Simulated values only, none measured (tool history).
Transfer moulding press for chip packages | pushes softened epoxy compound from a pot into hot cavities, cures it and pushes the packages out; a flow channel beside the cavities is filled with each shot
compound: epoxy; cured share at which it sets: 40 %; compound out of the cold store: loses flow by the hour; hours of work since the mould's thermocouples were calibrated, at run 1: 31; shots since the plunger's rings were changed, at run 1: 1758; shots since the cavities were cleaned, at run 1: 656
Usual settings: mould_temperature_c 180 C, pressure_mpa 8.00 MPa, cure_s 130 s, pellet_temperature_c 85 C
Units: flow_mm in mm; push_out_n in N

run,hour,mould_temperature_c,pressure_mpa,cure_s,pellet_temperature_c,hours of work since the mould's thermocouples were calibrated,shots since the plunger's rings were changed,shots since the cavities were cleaned,incoming compound's hours out of the cold store,flow_mm,push_out_n
1,0.0,180,8.00,130,85,31,1758,656,19.0,757,167
# hour 9.7: cavities cleaned with cleaning compound and waxed
2,18.0,180,8.00,130,85,42,1922,83,25.1,735,177
3,28.0,180,8.00,168,85,48,2022,183,36.0,692,159
4,49.2,180,8.00,130,81,62,2234,395,44.4,655,170
5,63.4,180,8.00,130,81,71,2374,535,33.8,699,160
# hour 85.1: cavities cleaned with cleaning compound and waxed
6,85.7,180,8.00,130,81,85,2582,6,11.4,793,169
7,100.6,180,8.00,130,81,95,2731,155,29.6,717,167
8,112.1,180,8.00,130,81,102,2845,269,25.4,730,174
9,132.7,180,8.00,130,81,116,3051,475,25.8,735,167
10,149.7,180,8.00,130,81,127,3221,645,13.2,780,169
# hour 160.9: cavities cleaned with cleaning compound and waxed
11,172.9,180,8.00,130,81,141,3437,120,20.1,760,173
12,190.9,180,8.00,130,81,153,3616,299,27.8,724,171
13,210.7,180,8.00,130,81,166,3814,497,35.7,685,164
14,232.3,180,8.00,114,85,180,4028,711,20.8,748,203
# hour 236.5: cavities cleaned with cleaning compound and waxed
15,252.6,175,8.26,146,78,192,4216,160,46.4,670,173
16,269.0,175,8.26,131,93,203,4380,324,41.0,689,192
17,292.7,172,6.87,120,79,218,4616,560,34.9,659,282
18,308.2,175,6.88,143,85,228,4771,715,43.1,619,178
# hour 311.8: cavities cleaned with cleaning compound and waxed
19,332.6,175,6.88,143,85,243,4999,208,15.5,731,191
20,349.3,175,9.32,115,89,254,5165,374,23.8,810,252
21,370.4,175,9.32,115,89,268,5375,584,9.9,879,270
22,384.1,175,9.32,115,83,277,5512,721,39.9,735,250
# hour 387.7: cavities cleaned with cleaning compound and waxed
23,402.1,180,8.00,130,83,288,5676,143,45.9,648,176
24,420.4,180,7.04,130,83,300,5859,326,37.1,642,169
25,434.6,180,8.37,124,85,309,6001,468,14.8,795,173
26,452.6,181,9.17,124,85,321,6181,648,43.1,707,160
# hour 463.3: cavities cleaned with cleaning compound and waxed
27,465.0,179,7.73,141,86,328,6289,17,14.8,766,172
28,482.5,179,7.73,141,86,339,6463,191,37.2,672,167

Forecast each of these 5 alternatives for the next run:
A,506.3,180,8.33,130,85,355,6700,428,34.8,?,?
B,506.3,185,7.73,141,86,355,6700,428,22.7,?,?
C,506.3,179,7.73,118,78,355,6700,428,43.4,?,?
D,506.3,176,8.00,130,85,355,6700,428,44.1,?,?
E,506.3,185,8.00,130,85,355,6700,428,25.1,?,?

run,flow_mm,push_out_n
A,707,172
B,722,152
C,650,188
D,666,194
E,726,159
Without the tool's hidden state the same runs would have given:
run,flow_mm,push_out_n
A,707,171
B,722,151
C,650,187
D,666,193
E,727,158

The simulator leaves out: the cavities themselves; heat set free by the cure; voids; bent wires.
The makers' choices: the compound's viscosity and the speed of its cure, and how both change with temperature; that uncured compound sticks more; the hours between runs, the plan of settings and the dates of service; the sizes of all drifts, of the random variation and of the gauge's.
